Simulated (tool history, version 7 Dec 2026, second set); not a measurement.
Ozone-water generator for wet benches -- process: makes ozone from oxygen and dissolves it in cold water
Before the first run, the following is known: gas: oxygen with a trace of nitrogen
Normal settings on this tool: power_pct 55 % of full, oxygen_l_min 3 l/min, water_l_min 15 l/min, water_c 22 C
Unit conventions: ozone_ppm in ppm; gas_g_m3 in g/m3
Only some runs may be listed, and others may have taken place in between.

run,day,power_pct,oxygen_l_min,water_l_min,water_c,ozone_ppm,gas_g_m3
1,0,55,3,15,22,16.4,164.2
2,1.379,55,3,15,22,16.4,166.2
3,2.125,55,3,23,22,11.7,163.8
4,3.012,55,3,23,22,11.8,164.1
5,3.892,55,3,15,22,16.4,163.6
6,4.575,55,3,15,22,16.4,162.8
7,5.325,55,3,15,22,16.3,165
8,6.654,55,3,15,22,16.4,164
9,7.654,55,3,15,22,16.2,164.4
10,8.938,55,3,15,22,16,165.3
11,9.954,55,3,15,22,16.3,163.7
12,10.904,55,3,10,28,18.9,164.4
13,11.971,52,3,16,28,13.9,160
14,13.208,55,4.3,15,16,19.4,146.4
15,14.329,77,2,17,22,15.4,222.4
# day 14.442: water thermometer calibrated
16,15.292,77,2,19,22,14.1,222.4
17,16.092,77,2,10,22,23.2,222.8
# day 16.425: water thermometer calibrated, once more
18,17.142,71,2.59,15,18,18.7,195.8
19,18.354,71,2.59,15,18,18.7,194.9
20,19.283,68,5.2,12,14,26.3,152.4
21,19.875,68,3,15,22,17.9,183.3
22,21.054,81,3.83,15,22,21.1,184.6

Branching from run 22: 5 alternative next runs. What would each branch give?
A,22.317,55,3.65,11,17,?,?
B,22.317,81,2.61,15,18,?,?
C,22.317,44,3.83,15,22,?,?
D,22.317,55,2.15,15,22,?,?
E,22.317,55,1.94,12,29,?,?

run,ozone_ppm,gas_g_m3
A,22.1,152.4
B,20,209.5
C,15.2,134.9
D,14.8,182.3
E,15.2,189.3
With no hidden state in the tool, these same runs would have given:
run,ozone_ppm,gas_g_m3
A,22.5,154.8
B,20.5,213.5
C,15.4,136.8
D,15.1,185.2
E,15.6,192.3
